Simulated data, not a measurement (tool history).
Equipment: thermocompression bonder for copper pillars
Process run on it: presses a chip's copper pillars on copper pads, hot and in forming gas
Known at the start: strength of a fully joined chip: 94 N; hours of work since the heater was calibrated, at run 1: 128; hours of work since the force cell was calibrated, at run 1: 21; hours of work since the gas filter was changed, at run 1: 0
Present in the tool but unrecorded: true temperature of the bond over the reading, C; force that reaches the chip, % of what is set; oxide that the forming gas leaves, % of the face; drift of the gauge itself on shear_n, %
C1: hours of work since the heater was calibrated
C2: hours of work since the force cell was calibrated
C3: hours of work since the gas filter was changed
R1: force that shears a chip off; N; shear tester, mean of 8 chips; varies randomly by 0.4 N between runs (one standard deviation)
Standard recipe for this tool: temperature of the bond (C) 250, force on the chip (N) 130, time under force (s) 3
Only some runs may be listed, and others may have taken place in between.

{"run": 1, "hour": 0.0, "temperature of the bond (C)": 250, "force on the chip (N)": 130, "time under force (s)": 3, "C1": 128, "C2": 21, "C3": 0, "R1": 66.8}
{"run": 2, "hour": 14.6, "temperature of the bond (C)": 250, "force on the chip (N)": 158, "time under force (s)": 3, "C1": 136, "C2": 28, "C3": 8, "R1": 71.1}
{"run": 3, "hour": 27.0, "temperature of the bond (C)": 250, "force on the chip (N)": 158, "time under force (s)": 3, "C1": 143, "C2": 35, "C3": 14, "R1": 71.7}
{"run": 4, "hour": 39.9, "temperature of the bond (C)": 250, "force on the chip (N)": 81, "time under force (s)": 3, "C1": 149, "C2": 42, "C3": 21, "R1": 50.1}
{"run": 5, "hour": 53.6, "temperature of the bond (C)": 250, "force on the chip (N)": 130, "time under force (s)": 3, "C1": 157, "C2": 49, "C3": 28, "R1": 65.9}
{"run": 6, "hour": 75.3, "temperature of the bond (C)": 250, "force on the chip (N)": 130, "time under force (s)": 3, "C1": 168, "C2": 60, "C3": 40, "R1": 64.9}
{"run": 7, "hour": 87.7, "temperature of the bond (C)": 250, "force on the chip (N)": 130, "time under force (s)": 3, "C1": 174, "C2": 67, "C3": 46, "R1": 66.3}
{"run": 8, "hour": 102.4, "temperature of the bond (C)": 250, "force on the chip (N)": 130, "time under force (s)": 3, "C1": 182, "C2": 74, "C3": 54, "R1": 64}
{"run": 9, "hour": 129.6, "temperature of the bond (C)": 250, "force on the chip (N)": 123, "time under force (s)": 3, "C1": 197, "C2": 89, "C3": 68, "R1": 62.1}
{"run": 10, "hour": 149.3, "temperature of the bond (C)": 235, "force on the chip (N)": 142, "time under force (s)": 7, "C1": 207, "C2": 99, "C3": 79, "R1": 71.6}
{"run": 11, "hour": 179.7, "temperature of the bond (C)": 277, "force on the chip (N)": 113, "time under force (s)": 7, "C1": 223, "C2": 115, "C3": 95, "R1": 84}
{"run": 12, "hour": 194.9, "temperature of the bond (C)": 277, "force on the chip (N)": 113, "time under force (s)": 7, "C1": 231, "C2": 123, "C3": 103, "R1": 84.7}
{"run": 13, "hour": 212.3, "temperature of the bond (C)": 277, "force on the chip (N)": 113, "time under force (s)": 7, "C1": 240, "C2": 132, "C3": 112, "R1": 84}
{"run": 14, "hour": 235.7, "temperature of the bond (C)": 277, "force on the chip (N)": 152, "time under force (s)": 4, "C1": 252, "C2": 145, "C3": 124, "R1": 83.8}
{"run": 15, "hour": 251.4, "temperature of the bond (C)": 250, "force on the chip (N)": 189, "time under force (s)": 8, "C1": 261, "C2": 153, "C3": 133, "R1": 83}
{"run": 16, "hour": 281.4, "temperature of the bond (C)": 235, "force on the chip (N)": 192, "time under force (s)": 2, "C1": 276, "C2": 169, "C3": 148, "R1": 58.4}
{"run": 17, "hour": 311.9, "temperature of the bond (C)": 235, "force on the chip (N)": 192, "time under force (s)": 2, "C1": 292, "C2": 185, "C3": 164, "R1": 58.4}

Had the tool no unlogged condition, and each run kept its random variation, what would the results have been?
run=1 R1=66.7
run=2 R1=71.3
run=3 R1=72
run=4 R1=50.4
run=5 R1=66.5
run=6 R1=65.7
run=7 R1=67.3
run=8 R1=65.1
run=9 R1=63.5
run=10 R1=73.4
run=11 R1=86.8
run=12 R1=87.8
run=13 R1=87.4
run=14 R1=87.6
run=15 R1=86.9
run=16 R1=61.3
run=17 R1=61.5

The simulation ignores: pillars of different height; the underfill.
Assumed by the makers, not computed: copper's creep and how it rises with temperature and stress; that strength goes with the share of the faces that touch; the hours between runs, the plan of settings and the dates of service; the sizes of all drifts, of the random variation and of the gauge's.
